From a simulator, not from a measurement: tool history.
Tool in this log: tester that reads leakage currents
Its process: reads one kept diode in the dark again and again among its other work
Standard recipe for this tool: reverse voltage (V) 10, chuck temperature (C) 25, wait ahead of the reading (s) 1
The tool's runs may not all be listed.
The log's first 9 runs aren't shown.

run,hour,reverse voltage (V),chuck temperature (C),wait ahead of the reading (s),current that the tester gives (pA)
# hour 237.5: chuck's temperature calibrated
10,240.5,12.8,25,1,89.77
11,270.3,12.8,25,1,90.35
12,296.4,10,25,1,77.37
13,319.1,10,25,1,76.92
14,354.9,10,25,1,77.72
15,372,10,25,1,77.78
16,406.5,10,25,1,78.29
17,441.9,10,32,1,118.1
18,478,10,32,1,118.68
19,495.5,10,32,1,118.53
20,517.5,10,25,1,79.27
21,545.8,16.8,43,1,310.42
22,577.5,16.8,43,1,312.34
23,614.5,1.5,25,0.44,25.55
24,653.5,1.5,25,0.44,25.65
# hour 695.2: probe card cleaned and baked
25,695.6,3.6,25,0.81,35.46
26,731.9,3.6,25,0.81,35.56

Forecast run 27:
27,759.9,5.2,46,4.39,?

Run 27 yielded current that the tester gives (pA) 185.32.
With the hidden condition absent and the run-to-run variation left alone, this run would have shown current that the tester gives (pA) 183.56.

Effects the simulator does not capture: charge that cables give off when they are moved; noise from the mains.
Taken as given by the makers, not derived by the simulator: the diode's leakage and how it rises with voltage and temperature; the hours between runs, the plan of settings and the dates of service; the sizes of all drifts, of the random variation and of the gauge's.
